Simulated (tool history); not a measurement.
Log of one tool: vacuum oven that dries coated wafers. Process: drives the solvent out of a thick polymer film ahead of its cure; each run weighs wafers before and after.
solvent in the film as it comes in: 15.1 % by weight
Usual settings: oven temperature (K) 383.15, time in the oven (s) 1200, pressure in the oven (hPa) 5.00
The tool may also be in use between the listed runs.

| run | hour | oven temperature (K) | time in the oven (s) | pressure in the oven (hPa) | solvent left in the film (%) |
|---|---|---|---|---|---|
| 1 | 0.0 | 383.15 | 1200 | 5.00 | 3.28 |
| 2 | 76.8 | 383.15 | 1200 | 5.00 | 3.37 |
| 3 | 128.2 | 383.15 | 1200 | 5.00 | 3.40 |
| 4 | 174.2 | 392.15 | 1200 | 5.00 | 1.49 |
| 5 | 231.4 | 392.15 | 1200 | 5.00 | 1.49 |
| 6 | 314.5 | 369.15 | 1200 | 5.00 | 7.62 |
| 7 | 350.0 | 369.15 | 1200 | 5.00 | 7.42 |
| 8 | 390.5 | 383.15 | 1200 | 5.00 | 3.33 |
| 9 | 436.8 | 383.15 | 1200 | 5.00 | 3.42 |
| 10 | 471.7 | 383.15 | 1200 | 5.00 | 3.38 |
|  | 481.1 | vacuum gauge cleaned of residue and calibrated |
| 11 | 507.9 | 383.15 | 1200 | 5.00 | 3.77 |
| 12 | 587.0 | 383.15 | 1200 | 5.00 | 3.74 |
| 13 | 666.0 | 383.15 | 1200 | 5.00 | 3.79 |
| 14 | 720.7 | 383.15 | 1200 | 5.00 | 3.72 |
| 15 | 763.4 | 383.15 | 1200 | 5.00 | 3.69 |
| 16 | 800.6 | 383.15 | 1200 | 5.00 | 3.82 |
| 17 | 841.2 | 383.15 | 1200 | 5.00 | 3.88 |
|  | 872.2 | vacuum gauge cleaned of residue and calibrated, once more |
| 18 | 911.6 | 377.15 | 1200 | 13.17 | 5.56 |
| 19 | 971.3 | 388.15 | 1260 | 2.75 | 1.60 |
| 20 | 1009.3 | 388.15 | 1260 | 2.75 | 1.61 |
| 21 | 1045.6 | 391.15 | 840 | 14.68 | 2.99 |
| 22 | 1112.9 | 383.15 | 1320 | 11.81 | 3.31 |
| 23 | 1172.8 | 385.15 | 1200 | 5.00 | 2.48 |
| 24 | 1247.0 | 377.15 | 1200 | 6.44 | 5.01 |
| 25 | 1333.1 | 374.15 | 1260 | 6.44 | 5.83 |
| 26 | 1408.2 | 383.15 | 780 | 17.46 | 5.99 |
| 27 | 1469.4 | 386.15 | 1080 | 12.44 | 3.39 |
| 28 | 1535.7 | 389.15 | 1080 | 12.44 | 2.68 |
| 29 | 1597.3 | 389.15 | 1080 | 12.44 | 2.63 |

Forecast each of these 3 alternatives for the next run:
| A | 1650.5 | 383.15 | 780 | 3.73 | ? |
| B | 1650.5 | 382.15 | 1440 | 10.41 | ? |
| C | 1650.5 | 389.15 | 840 | 6.03 | ? |

| run | solvent left in the film (%) |
|---|---|
| A | 4.93 |
| B | 3.38 |
| C | 3.15 |
Without the tool's hidden state the same runs would have given:
| run | solvent left in the film (%) |
|---|---|
| A | 4.52 |
| B | 2.98 |
| C | 2.78 |
